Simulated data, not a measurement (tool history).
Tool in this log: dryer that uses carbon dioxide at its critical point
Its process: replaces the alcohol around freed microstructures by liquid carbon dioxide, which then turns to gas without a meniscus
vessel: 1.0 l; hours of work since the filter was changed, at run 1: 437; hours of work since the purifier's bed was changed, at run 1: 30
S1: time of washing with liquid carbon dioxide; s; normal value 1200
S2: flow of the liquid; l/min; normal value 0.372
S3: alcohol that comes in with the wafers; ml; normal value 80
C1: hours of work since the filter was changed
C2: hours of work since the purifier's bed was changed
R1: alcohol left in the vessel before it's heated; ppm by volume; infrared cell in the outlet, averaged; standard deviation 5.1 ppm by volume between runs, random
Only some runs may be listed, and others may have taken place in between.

{"run": 1, "hour": 0.0, "S1": 1200, "S2": 0.372, "S3": 80, "C1": 437, "C2": 30, "R1": 134}
{"run": 2, "hour": 8.2, "S1": 1200, "S2": 0.372, "S3": 80, "C1": 441, "C2": 34, "R1": 143}
{"run": 3, "hour": 13.1, "S1": 1200, "S2": 0.372, "S3": 80, "C1": 443, "C2": 37, "R1": 135}
{"run": 4, "hour": 18.3, "S1": 1200, "S2": 0.372, "S3": 80, "C1": 446, "C2": 39, "R1": 138}
{"run": 5, "hour": 29.6, "S1": 1200, "S2": 0.372, "S3": 65, "C1": 452, "C2": 45, "R1": 116}
{"run": 6, "hour": 41.4, "S1": 1200, "S2": 0.372, "S3": 65, "C1": 458, "C2": 51, "R1": 125}
{"run": 7, "hour": 50.3, "S1": 1200, "S2": 0.49, "S3": 80, "C1": 462, "C2": 56, "R1": 24}
{"run": 8, "hour": 56.3, "S1": 1200, "S2": 0.49, "S3": 80, "C1": 465, "C2": 59, "R1": 22}
{"run": 9, "hour": 61.2, "S1": 1200, "S2": 0.49, "S3": 80, "C1": 468, "C2": 61, "R1": 25}
{"run": 10, "hour": 72.4, "S1": 1200, "S2": 0.49, "S3": 80, "C1": 474, "C2": 67, "R1": 35}
{"run": 11, "hour": 77.8, "S1": 1200, "S2": 0.49, "S3": 80, "C1": 476, "C2": 70, "R1": 22}
{"run": 12, "hour": 82.8, "S1": 1860, "S2": 0.372, "S3": 80, "C1": 479, "C2": 72, "R1": 18}
{"run": 13, "hour": 93.2, "S1": 1740, "S2": 0.247, "S3": 43, "C1": 484, "C2": 77, "R1": 112}
{"run": 14, "hour": 102.5, "S1": 1740, "S2": 0.306, "S3": 43, "C1": 489, "C2": 82, "R1": 31}
{"run": 15, "hour": 110.4, "S1": 1740, "S2": 0.306, "S3": 43, "C1": 493, "C2": 86, "R1": 29}
{"run": 16, "hour": 115.9, "S1": 1860, "S2": 0.31, "S3": 41, "C1": 496, "C2": 89, "R1": 12}
{"run": 17, "hour": 121.7, "S1": 1860, "S2": 0.31, "S3": 41, "C1": 499, "C2": 92, "R1": 27}
{"run": 18, "hour": 131.3, "S1": 1860, "S2": 0.598, "S3": 111, "C1": 504, "C2": 97, "R1": 16}
{"run": 19, "hour": 140.9, "S1": 1860, "S2": 0.598, "S3": 111, "C1": 508, "C2": 102, "R1": 4}
{"run": 20, "hour": 152.4, "S1": 900, "S2": 0.598, "S3": 57, "C1": 514, "C2": 108, "R1": 32}
{"run": 21, "hour": 161.3, "S1": 780, "S2": 0.523, "S3": 75, "C1": 519, "C2": 112, "R1": 248}
{"run": 22, "hour": 167.3, "S1": 780, "S2": 0.523, "S3": 75, "C1": 522, "C2": 115, "R1": 246}
{"run": 23, "hour": 175.8, "S1": 1200, "S2": 0.25, "S3": 75, "C1": 526, "C2": 119, "R1": 1145}

Expected results for the next run?
{"run": 24, "hour": 183.0, "S1": 1680, "S2": 0.482, "S3": 53, "C1": 530, "C2": 123, "R1": "?"}

R1: 12 ppm by volume
Minus the tool's unlogged condition, the same run would have read R1 4 ppm by volume.
